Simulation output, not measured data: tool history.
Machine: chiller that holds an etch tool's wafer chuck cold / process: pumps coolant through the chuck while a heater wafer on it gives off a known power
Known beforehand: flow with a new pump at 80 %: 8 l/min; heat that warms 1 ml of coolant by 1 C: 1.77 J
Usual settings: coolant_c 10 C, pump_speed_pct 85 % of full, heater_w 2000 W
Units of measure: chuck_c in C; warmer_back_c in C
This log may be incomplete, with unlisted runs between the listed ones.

run,hour,coolant_c,pump_speed_pct,heater_w,chuck_c,warmer_back_c
1,0.0,10,85,2000,33.7,8.36
2,39.1,10,85,2000,33.9,8.40
3,109.3,10,85,2000,33.7,8.34
4,163.6,10,85,2000,33.7,8.38
# hour 170.9: chiller's thermometer calibrated
5,207.1,10,75,2000,35.3,9.63
6,288.4,10,95,1381,24.6,5.13
7,325.7,10,95,1381,24.5,5.17
8,362.0,5,81,1420,21.7,6.29
# hour 370.0: chiller's thermometer calibrated, once more
9,442.0,0,85,2000,25.1,8.55

For run 10, what comes out?
10,521.6,11,74,1389,?,?

{"run 10": {"chuck_c": 29.9, "warmer_back_c": 6.8}}
Had the tool carried no hidden state, the very same run would have given chuck_c 27.2 C, warmer_back_c 6.39 C.
